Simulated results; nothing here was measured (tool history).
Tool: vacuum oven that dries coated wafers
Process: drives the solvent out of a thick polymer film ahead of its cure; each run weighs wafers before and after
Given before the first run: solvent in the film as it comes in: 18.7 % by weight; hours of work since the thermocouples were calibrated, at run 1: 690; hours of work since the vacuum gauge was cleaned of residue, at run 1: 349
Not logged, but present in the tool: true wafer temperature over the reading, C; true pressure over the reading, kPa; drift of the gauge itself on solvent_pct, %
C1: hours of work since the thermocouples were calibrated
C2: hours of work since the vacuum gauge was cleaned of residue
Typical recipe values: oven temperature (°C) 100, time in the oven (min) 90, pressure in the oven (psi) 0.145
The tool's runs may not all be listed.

Run 1, day 0.000: usual settings; C1 690; C2 349. Result: solvent left in the film (%) 1.22.
Run 2, day 0.471: usual settings; C1 699; C2 358. Result: solvent left in the film (%) 1.24.
Run 3, day 0.938: usual settings; C1 707; C2 367. Result: solvent left in the film (%) 1.25.
Run 4, day 1.433: usual settings; C1 717; C2 376. Result: solvent left in the film (%) 1.16.
Run 5, day 1.817: usual settings but time in the oven (min) 71; C1 724; C2 384. Result: solvent left in the film (%) 1.98.
Run 6, day 2.229: usual settings but time in the oven (min) 71; C1 732; C2 391. Result: solvent left in the film (%) 1.90.
Run 7, day 2.579: usual settings but time in the oven (min) 71; C1 739; C2 398. Result: solvent left in the film (%) 1.88.
Run 8, day 2.883: usual settings but time in the oven (min) 71; C1 745; C2 404. Result: solvent left in the film (%) 1.95.
Run 9, day 3.242: usual settings; C1 751; C2 411. Result: solvent left in the film (%) 1.26.
Run 10, day 3.692: usual settings; C1 760; C2 419. Result: solvent left in the film (%) 1.24.
Run 11, day 4.004: usual settings; C1 766; C2 425. Result: solvent left in the film (%) 1.27.
Run 12, day 4.346: usual settings; C1 772; C2 432. Result: solvent left in the film (%) 1.23.
Run 13, day 4.667: usual settings but time in the oven (min) 115, pressure in the oven (psi) 0.315; C1 779; C2 438. Result: solvent left in the film (%) 1.13.
Run 14, day 5.067: usual settings but oven temperature (°C) 101, time in the oven (min) 111, pressure in the oven (psi) 0.157; C1 786; C2 445. Result: solvent left in the film (%) 0.78.
At day 5.171: vacuum gauge cleaned of residue and calibrated.
Run 15, day 5.350: usual settings but time in the oven (min) 155; C1 790; C2 3. Result: solvent left in the film (%) 0.49.
Run 16, day 5.800: usual settings but oven temperature (°C) 109, time in the oven (min) 67, pressure in the oven (psi) 0.374; C1 799; C2 12. Result: solvent left in the film (%) 1.18.
Run 17, day 6.071: usual settings but oven temperature (°C) 103; C1 804; C2 17. Result: solvent left in the film (%) 0.96.
Run 18, day 6.500: usual settings but oven temperature (°C) 103; C1 812; C2 25. Result: solvent left in the film (%) 0.81.
Run 19, day 6.875: usual settings but oven temperature (°C) 103; C1 819; C2 32. Result: solvent left in the film (%) 0.86.
At day 7.292: vacuum gauge cleaned of residue and calibrated, once more.
Run 20, day 7.292: usual settings but oven temperature (°C) 103; C1 826; C2 0. Result: solvent left in the film (%) 0.88.
Run 21, day 7.696: usual settings but oven temperature (°C) 102, time in the oven (min) 82, pressure in the oven (psi) 0.080; C1 834; C2 8. Result: solvent left in the film (%) 0.97.
Run 22, day 8.121: usual settings but oven temperature (°C) 102, time in the oven (min) 82, pressure in the oven (psi) 0.080; C1 842; C2 16. Result: solvent left in the film (%) 1.03.
Run 23, day 8.483: usual settings but oven temperature (°C) 102, time in the oven (min) 82, pressure in the oven (psi) 0.080; C1 849; C2 23. Result: solvent left in the film (%) 1.11.

Same runs, no hidden state in the tool, same run-to-run variation:
run  solvent left in the film (%)
  1                          1.01
  2                          1.03
  3                          1.04
  4                          0.95
  5                          1.69
  6                          1.60
  7                          1.58
  8                          1.64
  9                          1.02
 10                          1.00
 11                          1.04
 12                          0.98
 13                          0.95
 14                          0.61
 15                          0.36
 16                          0.98
 17                          0.75
 18                          0.60
 19                          0.64
 20                          0.74
 21                          0.78
 22                          0.83
 23                          0.91
